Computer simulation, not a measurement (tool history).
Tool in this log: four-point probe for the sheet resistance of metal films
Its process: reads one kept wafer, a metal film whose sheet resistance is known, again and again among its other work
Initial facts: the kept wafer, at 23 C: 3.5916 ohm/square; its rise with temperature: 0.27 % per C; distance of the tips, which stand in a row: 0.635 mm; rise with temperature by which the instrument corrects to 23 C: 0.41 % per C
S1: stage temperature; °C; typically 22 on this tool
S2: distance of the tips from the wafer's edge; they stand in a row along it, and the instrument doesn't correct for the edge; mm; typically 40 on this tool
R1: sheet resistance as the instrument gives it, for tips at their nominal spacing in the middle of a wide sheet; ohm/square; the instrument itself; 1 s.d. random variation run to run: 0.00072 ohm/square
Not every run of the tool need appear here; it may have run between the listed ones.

| run | hour | S1 | S2 | R1 |
|---|---|---|---|---|
| 1 | 0 | 22 | 40 | 3.598012 |
| 2 | 17.6 | 22 | 40 | 3.599284 |
| 3 | 35.9 | 22 | 9 | 3.607715 |
| 4 | 56.4 | 22 | 58 | 3.598991 |
| 5 | 65.9 | 22 | 58 | 3.597628 |
| 6 | 87.6 | 22 | 58 | 3.598229 |
| 7 | 106.6 | 22 | 58 | 3.599241 |
| 8 | 127.6 | 22 | 58 | 3.597859 |
| 9 | 140.2 | 19 | 40 | 3.613221 |
| 10 | 149.1 | 19 | 40 | 3.613642 |
| 11 | 163.6 | 32 | 9 | 3.558119 |
| 12 | 173.3 | 32 | 9 | 3.557946 |
| 13 | 192.1 | 33 | 6 | 3.56532 |
| 14 | 203.1 | 32 | 4 | 3.595872 |
| 15 | 217.5 | 29 | 74 | 3.562053 |
| 16 | 228.1 | 34 | 12 | 3.544249 |
| 17 | 240.8 | 21 | 9 | 3.612807 |
| 18 | 252 | 21 | 23 | 3.604813 |
| 19 | 264.9 | 21 | 23 | 3.604483 |
| 20 | 278.8 | 23 | 20 | 3.593944 |

Results per run with the tool's hidden condition removed, run-to-run variation unchanged:
Hidden conditions of the tool in this case: inner tips' distance over the nominal, %; tips' flats over new ones', %; wafer's true temperature over the reading, C; drift of the gauge itself on sheet_ohm, %.
| run | R1 |
|---|---|
| 1 | 3.596105 |
| 2 | 3.597492 |
| 3 | 3.606019 |
| 4 | 3.597431 |
| 5 | 3.596123 |
| 6 | 3.596844 |
| 7 | 3.597967 |
| 8 | 3.596706 |
| 9 | 3.61214 |
| 10 | 3.612608 |
| 11 | 3.557214 |
| 12 | 3.557099 |
| 13 | 3.564583 |
| 14 | 3.59519 |
| 15 | 3.561461 |
| 16 | 3.543741 |
| 17 | 3.61235 |
| 18 | 3.604421 |
| 19 | 3.604165 |
| 20 | 3.59371 |
